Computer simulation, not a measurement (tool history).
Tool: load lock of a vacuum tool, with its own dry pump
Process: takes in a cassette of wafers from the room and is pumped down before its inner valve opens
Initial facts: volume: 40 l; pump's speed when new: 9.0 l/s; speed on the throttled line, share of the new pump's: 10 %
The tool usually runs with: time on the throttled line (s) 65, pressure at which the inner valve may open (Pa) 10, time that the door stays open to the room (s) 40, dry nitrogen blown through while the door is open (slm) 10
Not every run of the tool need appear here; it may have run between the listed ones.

run	hour	time on the throttled line (s)	pressure at which the inner valve may open (Pa)	time that the door stays open to the room (s)	dry nitrogen blown through while the door is open (slm)	incoming humidity of the room's air, %	time from the closed door until the inner valve may open (s)	rise of the pressure with all valves shut (Pa/min)
1	0.0	65	10	40	10	45.4	103.8	0.071
2	133.9	65	10	40	10	42.4	104.3	0.060
3	265.2	65	10	40	10	44.0	103.8	0.065
4	378.8	65	10	40	10	47.5	104.1	0.060
5	565.2	65	10	40	10	46.7	104.3	0.069
6	661.7	65	10	40	10	40.7	104.5	0.059
7	773.6	65	10	40	10	45.6	104.0	0.065
8	921.8	65	10	40	10	42.1	104.3	0.061
9	1073.3	65	10	40	10	47.8	104.4	0.073
10	1173.1	65	10	40	10	47.2	103.4	0.074
11	1292.5	65	10	40	10	43.2	104.8	0.067
12	1384.5	65	10	40	10	46.0	104.5	0.072
13	1493.8	65	10	40	6	46.3	103.5	0.079
14	1706.8	65	10	40	10	48.8	105.2	0.080
15	1868.7	65	10	40	10	45.0	104.6	0.073
16	1971.2	65	10	40	10	43.9	104.1	0.075
17	2069.2	65	10	40	10	42.2	104.4	0.069
18	2156.6	65	10	40	10	49.2	104.6	0.074
19	2263.8	65	10	29	36	44.1	104.2	0.045
20	2452.8	43	8	40	10	49.3	86.0	0.078
21	2604.7	69	11	76	26	46.6	107.4	0.074
22	2776.1	69	11	76	26	42.0	108.5	0.066
23	2971.5	118	12	103	29	40.8	150.6	0.064
24	3058.9	65	8	40	8	45.3	105.9	0.080
25	3254.0	46	19	72	15	43.8	84.8	0.074
26	3379.4	46	19	72	15	45.0	83.8	0.084
27	3483.6	39	11	223	16	49.8	81.4	0.107
28	3604.0	101	10	40	10	42.4	137.0	0.070
29	3762.3	65	10	40	10	45.2	105.7	0.082
30	3878.3	65	10	40	10	45.8	104.3	0.081
31	4049.5	65	10	40	10	48.0	104.8	0.080
32	4229.0	65	10	40	10	45.6	104.3	0.079
33	4373.4	56	10	183	10	41.2	97.2	0.108
34	4479.4	115	10	175	10	44.5	149.4	0.110
35	4588.5	65	15	40	23	45.6	102.8	0.072
36	4691.7	65	15	40	23	47.5	103.0	0.070

What if the next run were any one of these 5? Each begins from the tool's condition after run 36:
A	4837.3	48	9	40	10	45.5	?	?
B	4837.3	65	14	74	10	42.4	?	?
C	4837.3	65	9	62	10	44.1	?	?
D	4837.3	65	13	40	10	48.0	?	?
E	4837.3	118	12	76	23	45.9	?	?

run	time from the closed door until the inner valve may open (s)	rise of the pressure with all valves shut (Pa/min)
A	90.2	0.085
B	103.6	0.092
C	105.9	0.093
D	104.3	0.092
E	151.0	0.080
Stripped of hidden state, with their random variation kept, the same runs would have yielded:
run	time from the closed door until the inner valve may open (s)	rise of the pressure with all valves shut (Pa/min)
A	84.1	0.051
B	98.2	0.058
C	100.1	0.059
D	98.7	0.058
E	146.3	0.046
